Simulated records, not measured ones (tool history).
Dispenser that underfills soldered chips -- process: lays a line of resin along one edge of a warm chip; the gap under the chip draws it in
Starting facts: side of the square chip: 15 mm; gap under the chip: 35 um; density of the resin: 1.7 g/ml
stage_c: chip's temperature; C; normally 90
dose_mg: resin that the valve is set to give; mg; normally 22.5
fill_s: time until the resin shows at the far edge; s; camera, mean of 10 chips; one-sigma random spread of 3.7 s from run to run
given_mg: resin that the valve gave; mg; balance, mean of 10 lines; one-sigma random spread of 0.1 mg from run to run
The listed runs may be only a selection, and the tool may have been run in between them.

run,hour,stage_c,dose_mg,fill_s,given_mg
1,0.0,90,22.5,437.2,22.04
2,4.8,87,22.5,567.5,21.79
# hour 6.3: new syringe of resin
3,8.8,87,22.5,417.3,21.71
4,12.8,87,23.4,470.9,22.69
# hour 18.1: new syringe of resin
5,18.5,87,23.4,391.5,22.59
6,25.0,87,23.4,494.7,22.68
7,29.5,87,23.4,567.7,22.55
# hour 30.3: new syringe of resin
8,34.1,87,23.4,452.7,22.43
9,38.4,87,23.4,516.0,22.37
# hour 42.1: new syringe of resin
# hour 43.8: dispensing valve cleaned and set on the balance
10,47.4,87,22.5,456.4,22.49
# hour 54.9: new syringe of resin
11,55.1,87,22.5,401.3,22.44
12,62.6,87,22.5,504.7,22.38
# hour 67.1: new syringe of resin
13,69.0,87,22.5,425.1,22.51
14,77.0,90,22.5,503.7,22.32
# hour 79.2: new syringe of resin
15,82.6,78,21.8,598.9,21.63
16,87.7,84,24.7,585.7,24.28
# hour 91.0: new syringe of resin
17,94.8,79,24.4,549.7,24.28
# hour 102.9: new syringe of resin
18,103.9,100,22.7,266.3,22.07
19,109.9,81,26.4,604.6,26.12
# hour 114.6: new syringe of resin
20,117.7,96,25.5,329.2,24.85
21,124.0,90,25.5,479.3,24.74
# hour 126.6: new syringe of resin
22,130.0,90,25.5,388.8,24.71
23,134.2,75,19.5,750.3,18.80
# hour 138.6: new syringe of resin
24,142.2,100,22.9,293.1,22.08
# hour 150.6: new syringe of resin
25,151.3,81,23.6,481.8,22.46
26,157.0,81,23.6,581.9,22.76
# hour 161.3: dispensing valve cleaned and set on the balance
# hour 163.5: new syringe of resin
27,163.5,100,25.9,261.5,25.79
28,167.7,100,25.9,308.0,25.84

Run by run, hidden condition taken away, random variation retained:
What the log doesn't record here: resin's viscosity, % of fresh resin's; dose that the valve gives, % of what is set; true chip temperature over the reading, C; drift of the gauge itself on fill_s, %; drift of the gauge itself on given_mg, %.
run,fill_s,given_mg
1,366.5,22.67
2,404.6,22.47
3,398.3,22.41
4,393.5,23.46
5,396.0,23.40
6,402.9,23.54
7,396.8,23.45
8,404.2,23.36
9,398.7,23.35
10,405.5,22.45
11,412.3,22.46
12,403.6,22.46
13,403.7,22.65
14,365.9,22.53
15,543.5,21.87
16,448.0,24.59
17,508.9,24.66
18,262.9,22.49
19,490.9,26.67
20,307.2,25.45
21,362.7,25.40
22,358.9,25.43
23,601.2,19.37
24,268.7,22.82
25,481.6,23.31
26,480.2,23.67
27,264.7,25.89
28,270.9,25.99
